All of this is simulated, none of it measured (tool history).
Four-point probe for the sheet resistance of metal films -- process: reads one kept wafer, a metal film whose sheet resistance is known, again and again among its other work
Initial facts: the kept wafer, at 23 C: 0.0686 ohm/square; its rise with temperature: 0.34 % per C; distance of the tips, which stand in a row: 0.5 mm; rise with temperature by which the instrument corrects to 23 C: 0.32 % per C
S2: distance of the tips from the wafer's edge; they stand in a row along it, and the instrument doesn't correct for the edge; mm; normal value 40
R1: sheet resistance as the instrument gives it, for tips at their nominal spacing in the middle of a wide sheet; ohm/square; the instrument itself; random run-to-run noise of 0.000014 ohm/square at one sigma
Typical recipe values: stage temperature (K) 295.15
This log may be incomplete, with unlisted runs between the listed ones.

Run 1, hour 0: usual settings. Result: R1 0.068588 ohm/square.
Run 2, hour 73.4: usual settings but S2 8 mm. Result: R1 0.068739 ohm/square.
Run 3, hour 141.1: usual settings but S2 8 mm. Result: R1 0.068744 ohm/square.
Run 4, hour 199.5: usual settings but S2 8 mm. Result: R1 0.068737 ohm/square.
Run 5, hour 249.9: usual settings but S2 8 mm. Result: R1 0.068727 ohm/square.
Run 6, hour 281.8: usual settings but S2 4 mm. Result: R1 0.069148 ohm/square.
Run 7, hour 337.9: usual settings but stage temperature (K) 297.15, S2 4 mm. Result: R1 0.069196 ohm/square.
Run 8, hour 406.3: usual settings but stage temperature (K) 297.15, S2 4 mm. Result: R1 0.069189 ohm/square.
Run 9, hour 452.4: usual settings but stage temperature (K) 294.15, S2 4 mm. Result: R1 0.069141 ohm/square.
Run 10, hour 485.2: usual settings. Result: R1 0.068597 ohm/square.
Run 11, hour 528: usual settings. Result: R1 0.068606 ohm/square.
Run 12, hour 595.3: usual settings but stage temperature (K) 306.15. Result: R1 0.068733 ohm/square.
Run 13, hour 654.6: usual settings but stage temperature (K) 306.15. Result: R1 0.068741 ohm/square.
Run 14, hour 704.5: usual settings but stage temperature (K) 306.15. Result: R1 0.068745 ohm/square.
At hour 708.5: stage's thermometer calibrated.
Run 15, hour 765.8: usual settings but stage temperature (K) 306.15. Result: R1 0.068716 ohm/square.
At hour 814.5: stage's thermometer calibrated, once more.
Run 16, hour 818.8: usual settings but stage temperature (K) 306.15, S2 48 mm. Result: R1 0.068841 ohm/square.
Run 17, hour 891: usual settings but stage temperature (K) 306.15, S2 48 mm. Result: R1 0.068834 ohm/square.
Run 18, hour 921.7: usual settings. Result: R1 0.06869 ohm/square.
Run 19, hour 988.5: usual settings. Result: R1 0.068676 ohm/square.
Run 20, hour 1057.4: usual settings but S2 7 mm. Result: R1 0.068876 ohm/square.
Run 21, hour 1093.8: usual settings but stage temperature (K) 301.15, S2 50 mm. Result: R1 0.068765 ohm/square.
Run 22, hour 1157: usual settings but stage temperature (K) 303.15, S2 25 mm. Result: R1 0.06878 ohm/square.
Run 23, hour 1199.3: usual settings but stage temperature (K) 301.15, S2 25 mm. Result: R1 0.068762 ohm/square.
Run 24, hour 1240.6: usual settings but stage temperature (K) 297.15, S2 10 mm. Result: R1 0.068822 ohm/square.
Run 25, hour 1300.9: usual settings but stage temperature (K) 296.15, S2 9 mm. Result: R1 0.068818 ohm/square.
Run 26, hour 1372.8: usual settings but S2 7 mm. Result: R1 0.068866 ohm/square.
Run 27, hour 1416: usual settings but S2 7 mm. Result: R1 0.068878 ohm/square.
Run 28, hour 1458.4: usual settings but S2 4 mm. Result: R1 0.069235 ohm/square.
Run 29, hour 1514.9: usual settings but stage temperature (K) 301.15, S2 4 mm. Result: R1 0.069322 ohm/square.
Run 30, hour 1572.8: usual settings but stage temperature (K) 301.15, S2 4 mm. Result: R1 0.069339 ohm/square.
Run 31, hour 1611.3: usual settings but S2 7 mm. Result: R1 0.068864 ohm/square.
Run 32, hour 1661.8: usual settings but S2 21 mm. Result: R1 0.068721 ohm/square.
Run 33, hour 1722.3: usual settings but stage temperature (K) 297.15, S2 5 mm. Result: R1 0.069079 ohm/square.
Run 34, hour 1784.9: usual settings but stage temperature (K) 294.15, S2 5 mm. Result: R1 0.069063 ohm/square.

Run 35 comes next. What will it give?
Run 35, hour 1839.2: usual settings but stage temperature (K) 292.15, S2 5 mm. Result: R1 ?.

{"run 35": {"R1": 0.069007}}
If the tool had no hidden condition, the same run with the same run-to-run variation would have returned R1 0.068906 ohm/square.

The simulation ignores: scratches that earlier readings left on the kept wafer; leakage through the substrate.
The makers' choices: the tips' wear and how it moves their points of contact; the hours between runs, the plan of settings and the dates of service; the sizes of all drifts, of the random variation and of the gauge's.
